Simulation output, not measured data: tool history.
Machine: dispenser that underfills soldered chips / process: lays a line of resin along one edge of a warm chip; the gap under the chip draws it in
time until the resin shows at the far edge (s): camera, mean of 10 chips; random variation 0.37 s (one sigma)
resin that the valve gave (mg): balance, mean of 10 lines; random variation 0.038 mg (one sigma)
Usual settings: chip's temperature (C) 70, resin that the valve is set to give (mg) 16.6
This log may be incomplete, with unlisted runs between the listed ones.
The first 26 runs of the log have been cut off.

run,hour,chip's temperature (C),resin that the valve is set to give (mg),time until the resin shows at the far edge (s),resin that the valve gave (mg)
# hour 337.7: new syringe of resin
27,347.5,63,17.7,46.7,17.44
# hour 353.9: new syringe of resin
28,358.2,63,17.7,34.3,17.43
29,367.8,67,19.7,49.8,19.32
# hour 370.0: new syringe of resin
30,379.8,70,18.2,33.8,17.65
# hour 386.6: new syringe of resin
31,393.4,77,19.6,21.1,18.97
# hour 402.8: new syringe of resin
32,409.9,85,14.3,17.5,13.81
# hour 414.8: dispensing valve cleaned and set on the balance
# hour 420.9: new syringe of resin
33,427.1,76,19.8,22.5,19.78
# hour 437.5: new syringe of resin
34,443.2,76,19.8,20.8,19.64
# hour 453.8: new syringe of resin
35,453.8,76,19.8,15.3,19.49

What if the next run were any one of these 3? Each begins from the tool's condition after run 35:
# hour 460.9: stage's temperature calibrated
A,465.3,76,20.6,?,?
# hour 460.9: stage's temperature calibrated
B,465.3,67,19.9,?,?
# hour 460.9: stage's temperature calibrated
C,465.3,70,20.4,?,?

run,time until the resin shows at the far edge (s),resin that the valve gave (mg)
A,30.1,20.22
B,43.8,19.51
C,38.7,19.92
Without the tool's hidden state the same runs would have given:
run,time until the resin shows at the far edge (s),resin that the valve gave (mg)
A,16.9,20.59
B,24.4,19.87
C,21.6,20.29
